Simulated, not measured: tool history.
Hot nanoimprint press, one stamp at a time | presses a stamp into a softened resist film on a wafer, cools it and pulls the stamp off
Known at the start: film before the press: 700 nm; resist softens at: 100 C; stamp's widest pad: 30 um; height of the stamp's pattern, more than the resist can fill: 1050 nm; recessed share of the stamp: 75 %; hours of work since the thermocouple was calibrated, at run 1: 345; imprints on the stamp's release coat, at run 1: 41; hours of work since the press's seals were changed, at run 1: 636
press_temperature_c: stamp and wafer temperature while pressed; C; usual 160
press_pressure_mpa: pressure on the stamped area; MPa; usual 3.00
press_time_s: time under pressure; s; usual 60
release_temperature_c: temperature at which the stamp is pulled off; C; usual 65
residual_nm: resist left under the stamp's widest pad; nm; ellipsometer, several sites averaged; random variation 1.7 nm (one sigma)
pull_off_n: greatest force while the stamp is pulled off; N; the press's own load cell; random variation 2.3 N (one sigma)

| run | hour | press_temperature_c | press_pressure_mpa | press_time_s | release_temperature_c | hours of work since the thermocouple was calibrated | imprints on the stamp's release coat | hours of work since the press's seals were changed | residual_nm | pull_off_n |
|---|---|---|---|---|---|---|---|---|---|---|
| 1 | 0.0 | 160 | 3.00 | 60 | 65 | 345 | 41 | 636 | 303.8 | 100 |
| 2 | 42.0 | 160 | 3.00 | 60 | 65 | 376 | 163 | 666 | 306.4 | 109 |
|  | 55.3 | press's hydraulic seals changed and the load cell set to zero |
| 3 | 120.5 | 160 | 3.00 | 60 | 65 | 427 | 367 | 47 | 306.0 | 117 |
|  | 200.6 | plate thermocouple calibrated |
| 4 | 205.8 | 160 | 3.00 | 60 | 65 | 4 | 606 | 107 | 332.3 | 133 |
|  | 238.5 | stamp cleaned and given a new release coat |
| 5 | 280.0 | 160 | 3.00 | 56 | 65 | 53 | 120 | 156 | 342.4 | 112 |
| 6 | 324.3 | 160 | 3.00 | 56 | 65 | 85 | 249 | 188 | 345.9 | 117 |
| 7 | 397.9 | 160 | 3.00 | 56 | 65 | 139 | 462 | 242 | 352.2 | 126 |
| 8 | 432.3 | 160 | 3.00 | 60 | 65 | 164 | 562 | 267 | 346.2 | 129 |
|  | 480.4 | stamp cleaned and given a new release coat |
|  | 494.1 | plate thermocouple calibrated, once more |
| 9 | 494.2 | 160 | 3.00 | 60 | 65 | 0 | 32 | 305 | 280.2 | 105 |
| 10 | 543.5 | 160 | 3.00 | 60 | 65 | 36 | 175 | 341 | 282.5 | 110 |
| 11 | 583.7 | 161 | 3.00 | 60 | 65 | 65 | 292 | 370 | 266.3 | 114 |
| 12 | 635.6 | 161 | 3.00 | 73 | 65 | 102 | 442 | 407 | 251.4 | 116 |
| 13 | 686.0 | 161 | 3.00 | 73 | 65 | 139 | 589 | 444 | 251.1 | 131 |
|  | 724.4 | stamp cleaned and given a new release coat |
| 14 | 771.8 | 161 | 3.00 | 73 | 65 | 197 | 138 | 502 | 256.8 | 106 |
| 15 | 830.5 | 157 | 3.00 | 60 | 70 | 239 | 309 | 544 | 355.8 | 111 |
| 16 | 898.9 | 160 | 2.99 | 79 | 56 | 289 | 507 | 594 | 271.7 | 136 |
| 17 | 946.6 | 169 | 3.00 | 104 | 65 | 323 | 645 | 628 | 141.9 | 130 |
|  | 962.1 | stamp cleaned and given a new release coat |
| 18 | 1002.2 | 169 | 3.00 | 104 | 65 | 359 | 116 | 664 | 143.9 | 109 |
|  | 1020.0 | press's hydraulic seals changed and the load cell set to zero |
| 19 | 1064.4 | 170 | 4.33 | 31 | 65 | 399 | 274 | 32 | 185.8 | 115 |
| 20 | 1129.5 | 170 | 4.33 | 80 | 65 | 446 | 463 | 79 | 123.8 | 124 |
| 21 | 1173.2 | 163 | 2.68 | 60 | 67 | 477 | 589 | 111 | 277.5 | 128 |
|  | 1181.9 | plate thermocouple calibrated |
|  | 1211.8 | stamp cleaned and given a new release coat |
| 22 | 1230.0 | 163 | 2.68 | 60 | 67 | 30 | 52 | 146 | 241.2 | 105 |
| 23 | 1283.4 | 156 | 3.34 | 60 | 65 | 69 | 207 | 184 | 334.0 | 112 |
| 24 | 1360.0 | 156 | 3.06 | 58 | 63 | 125 | 430 | 240 | 363.4 | 119 |
| 25 | 1419.2 | 160 | 3.00 | 60 | 57 | 168 | 601 | 283 | 284.7 | 139 |
|  | 1452.1 | stamp cleaned and given a new release coat |
| 26 | 1483.6 | 169 | 3.00 | 71 | 54 | 210 | 92 | 325 | 159.1 | 118 |
| 27 | 1521.6 | 154 | 2.40 | 71 | 56 | 237 | 202 | 352 | 427.1 | 127 |
| 28 | 1585.2 | 152 | 3.61 | 47 | 54 | 283 | 387 | 399 | 460.4 | 136 |

Measured less the same run without the tool's hidden state. The same run-to-run variation is in both; the gauge's scatter may not be:
The hidden state here: true temperature over the reading, C; pressure that arrives at the usual setting, %; grip of the stamp's worn release coat, % over a new coat's; drift of the gauge itself on residual_nm, %; drift of the gauge itself on pull_off_n, %.
| run | residual_nm | pull_off_n |
|---|---|---|
| 1 | +29.4 | +3 |
| 2 | +31.8 | +8 |
| 3 | +30.3 | +17 |
| 4 | +58.0 | +30 |
| 5 | +63.2 | +9 |
| 6 | +66.5 | +15 |
| 7 | +71.9 | +24 |
| 8 | +73.0 | +29 |
| 9 | +4.3 | +1 |
| 10 | +7.0 | +7 |
| 11 | +9.0 | +13 |
| 12 | +11.2 | +18 |
| 13 | +13.8 | +26 |
| 14 | +17.9 | +6 |
| 15 | +27.3 | +13 |
| 16 | +26.0 | +25 |
| 17 | +14.5 | +29 |
| 18 | +16.0 | +7 |
| 19 | +18.1 | +14 |
| 20 | +14.0 | +22 |
| 21 | +33.5 | +27 |
| 22 | +0.9 | +2 |
| 23 | +5.0 | +8 |
| 24 | +10.3 | +18 |
| 25 | +12.0 | +28 |
| 26 | +8.3 | +5 |
| 27 | +22.0 | +10 |
| 28 | +28.3 | +19 |
